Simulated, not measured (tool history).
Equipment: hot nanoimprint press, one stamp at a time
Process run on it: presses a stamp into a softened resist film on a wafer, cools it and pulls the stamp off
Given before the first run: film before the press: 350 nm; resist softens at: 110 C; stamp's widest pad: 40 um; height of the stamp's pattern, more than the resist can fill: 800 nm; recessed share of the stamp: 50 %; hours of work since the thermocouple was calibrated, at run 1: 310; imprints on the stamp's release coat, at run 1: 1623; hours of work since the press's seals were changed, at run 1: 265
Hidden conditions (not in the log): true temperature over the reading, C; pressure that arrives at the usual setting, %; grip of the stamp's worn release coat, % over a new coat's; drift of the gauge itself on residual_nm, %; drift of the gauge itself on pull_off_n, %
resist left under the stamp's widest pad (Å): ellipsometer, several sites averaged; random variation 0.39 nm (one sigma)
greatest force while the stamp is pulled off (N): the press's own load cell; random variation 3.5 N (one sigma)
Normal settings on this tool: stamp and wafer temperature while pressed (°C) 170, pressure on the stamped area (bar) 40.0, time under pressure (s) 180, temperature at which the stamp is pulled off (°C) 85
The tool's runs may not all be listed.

run,day,stamp and wafer temperature while pressed (°C),pressure on the stamped area (bar),time under pressure (s),temperature at which the stamp is pulled off (°C),hours of work since the thermocouple was calibrated,imprints on the stamp's release coat,hours of work since the press's seals were changed,resist left under the stamp's widest pad (Å),greatest force while the stamp is pulled off (N)
1,0.000,170,40.0,180,85,310,1623,265,1443,168
2,0.404,170,40.0,180,85,315,1656,269,1438,164
3,0.908,170,40.0,180,85,321,1697,275,1435,168
4,1.342,170,40.0,180,85,326,1733,280,1439,168
5,1.925,170,40.0,180,85,332,1781,287,1434,164
6,2.617,170,40.0,180,85,340,1838,295,1439,162
7,3.121,170,40.0,180,85,346,1879,301,1433,162
8,3.696,170,40.0,180,85,353,1926,307,1443,168
9,4.271,170,40.0,124,85,359,1973,314,1627,166
10,4.912,170,40.0,180,73,367,2026,321,1438,185
11,5.404,170,40.0,180,73,372,2067,327,1443,192
12,6.121,170,40.0,180,85,380,2125,335,1430,167
13,6.621,170,40.0,180,85,386,2167,341,1448,174
14,7.254,170,40.0,168,85,393,2219,348,1480,169
# day 7.904: stamp cleaned and given a new release coat
15,8.225,170,53.1,168,85,402,27,356,1243,171
16,8.725,170,53.1,168,85,407,68,362,1251,168
17,9.458,158,57.1,92,86,416,128,370,2295,166
18,10.150,170,38.8,235,83,424,185,378,1339,172
# day 10.462: plate thermocouple calibrated
19,10.579,170,38.8,235,83,1,210,382,1341,169
20,11.067,170,38.8,235,83,7,250,387,1337,170
21,11.508,165,56.0,161,77,12,286,392,1500,177
22,12.188,177,31.0,347,85,20,342,400,1018,166
23,12.488,176,31.0,132,80,23,366,403,1486,173
24,12.954,170,40.0,180,93,28,405,409,1438,154
25,13.608,170,39.6,151,93,36,458,416,1530,155
26,14.233,173,57.5,151,91,43,510,423,1090,148
27,14.621,170,47.4,180,83,48,542,428,1303,165
28,15.188,160,45.3,180,72,54,588,434,1975,182
29,15.925,165,40.0,180,85,62,649,443,1746,165
30,16.446,170,40.0,242,85,68,692,449,1300,165
31,17.000,170,40.0,242,85,75,737,455,1299,164

Each row is a separate what-if for the run after 31, all from the same tool condition, not one after another. Results?
A,17.475,177,40.0,349,76,80,776,460,?,?
B,17.475,170,62.3,103,74,80,776,460,?,?
C,17.475,175,28.7,180,85,80,776,460,?,?

run,resist left under the stamp's widest pad (Å),greatest force while the stamp is pulled off (N)
A,874,186
B,1341,186
C,1445,169
Take away the tool's hidden state, keep each run's random variation, and the runs would have read:
run,resist left under the stamp's widest pad (Å),greatest force while the stamp is pulled off (N)
A,874,185
B,1341,185
C,1445,168
